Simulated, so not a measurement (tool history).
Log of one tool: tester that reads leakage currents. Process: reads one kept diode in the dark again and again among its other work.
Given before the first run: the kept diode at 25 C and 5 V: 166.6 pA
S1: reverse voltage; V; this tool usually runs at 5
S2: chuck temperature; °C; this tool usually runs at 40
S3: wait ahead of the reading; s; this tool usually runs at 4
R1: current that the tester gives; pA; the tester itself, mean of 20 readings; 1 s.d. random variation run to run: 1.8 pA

run   hour     S1  S2    S3       R1
  1      0      5  40     4    603.7
  2     30      5  40     4   600.76
  3   54.4      5  40     4   602.26
  4   91.1      5  40     4   602.88
  5  116.6   3.48  40     4   485.52
  6  145.6   3.48  40     4   488.01
  7  177.7   3.48  40     4   486.64
  8  213.5   3.48  40     4   487.99
  9  258.9   8.19  40     4   795.38
 10  304.5   8.19  40     4   797.75
 11  345.6   8.19  40  2.05   800.72
 12  369.3   1.71  40     4   322.91
 13  397.5  19.84  40     4  1340.52
 14  425.1      5  40     4   599.08
 15  452.9   4.95  40     4   597.45
 16  481.1   1.39  44  2.06   395.28
 17  507.4      5  57     4  2253.63
 18  535.7   2.41  47  1.04    687.7

Run 19 is up next; what results do you expect?
 19  558.4   5  53  8.66   ?

R1: 1661.28 pA
Had the tool carried no hidden state, the very same run would have given R1 1663.64 pA.
